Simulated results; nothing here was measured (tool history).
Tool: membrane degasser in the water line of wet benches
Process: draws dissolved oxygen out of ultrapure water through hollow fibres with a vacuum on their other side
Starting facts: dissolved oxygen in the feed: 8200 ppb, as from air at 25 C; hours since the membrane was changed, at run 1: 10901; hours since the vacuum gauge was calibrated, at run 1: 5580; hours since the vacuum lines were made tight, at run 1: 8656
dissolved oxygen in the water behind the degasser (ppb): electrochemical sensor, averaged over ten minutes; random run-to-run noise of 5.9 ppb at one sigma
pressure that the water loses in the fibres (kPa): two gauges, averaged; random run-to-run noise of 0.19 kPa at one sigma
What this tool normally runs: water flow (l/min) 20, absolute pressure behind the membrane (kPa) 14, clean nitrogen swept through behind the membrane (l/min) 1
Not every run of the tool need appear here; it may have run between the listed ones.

run,hour,water flow (l/min),absolute pressure behind the membrane (kPa),clean nitrogen swept through behind the membrane (l/min),hours since the membrane was changed,hours since the vacuum gauge was calibrated,hours since the vacuum lines were made tight,dissolved oxygen in the water behind the degasser (ppb),pressure that the water loses in the fibres (kPa)
1,0,20,14,1,10901,5580,8656,636.9,43.6
2,144.7,20,14,1,11046,5724,8801,643.2,43.52
3,360.5,20,14,1.19,11262,5940,9017,583.4,43.21
4,692.9,20,14,1.19,11594,6272,9349,586.2,43.69
5,996.8,20,14,1.19,11898,6576,9653,585.8,43.92
6,1196.3,20,14,1.19,12098,6776,9853,579.5,44.32
7,1508.5,14,14,1,12410,7088,10165,427.3,30.72
8,1726.6,20,14,1.82,12628,7306,10383,470.6,44.01
9,2032.7,20,14,1,12934,7612,10689,646.1,43.94
# hour 2103.2: seals of the vacuum lines changed
10,2216.1,20,14,1,13116,7794,113,636.7,44.38
11,2394.6,20,14,1,13294,7972,291,648.3,44.07
# hour 2579.6: vacuum gauge calibrated
12,2586.7,20,14,1,13486,7,483,639.2,44.2
13,2764.3,12,14,1,13663,185,661,358.8,26.65
14,2975.1,20,14,1,13874,396,871,644.1,44.24
15,3249.1,30,14,1,14148,670,1145,1027.9,66.63
16,3538,17,14,1,14437,958,1434,550.1,37.69
17,3849,17,14,1,14748,1269,1745,542.1,37.97
18,4089.6,26,14,0.41,14989,1510,1986,1357.9,58.28
19,4338,17,14,2.2,15237,1758,2234,343.9,38.57
20,4628.8,17,14,2.2,15528,2049,2525,350.7,38.06
21,4801.2,28,14,1.53,15700,2222,2698,783.8,62.93
22,5016.6,20,31.8,2,15915,2437,2913,810.5,44.89
23,5296.8,20,10.6,0.47,16196,2717,3193,776.7,45.16
24,5493.7,20,10.6,2.39,16393,2914,3390,358.3,45.15
25,5790.5,20,10.6,2.39,16689,3211,3687,359.5,45.41
26,6030.2,20,10.6,1,16929,3451,3927,534.2,45.56
27,6371.2,23,32,1.29,17270,3792,4268,1258,51.95

5 ways to go on from here, each from the tool as it stands after run 27. What would each give?
A,6705.6,19,21.3,1.58,17605,4126,4602,?,?
B,6705.6,14,8.8,2.08,17605,4126,4602,?,?
C,6705.6,20,12.5,1,17605,4126,4602,?,?
D,6705.6,28,17.9,1.01,17605,4126,4602,?,?
E,6705.6,18,14.1,0.46,17605,4126,4602,?,?

run,dissolved oxygen in the water behind the degasser (ppb),pressure that the water loses in the fibres (kPa)
A,675.1,43.32
B,198,32.05
C,605.9,45.64
D,1125.9,63.94
E,960,40.88
With the hidden condition removed and each run's random variation left untouched, the same runs would have given:
run,dissolved oxygen in the water behind the degasser (ppb),pressure that the water loses in the fibres (kPa)
A,604,38.63
B,152.8,28.57
C,528.8,40.66
D,1019.1,57.01
E,897,36.44
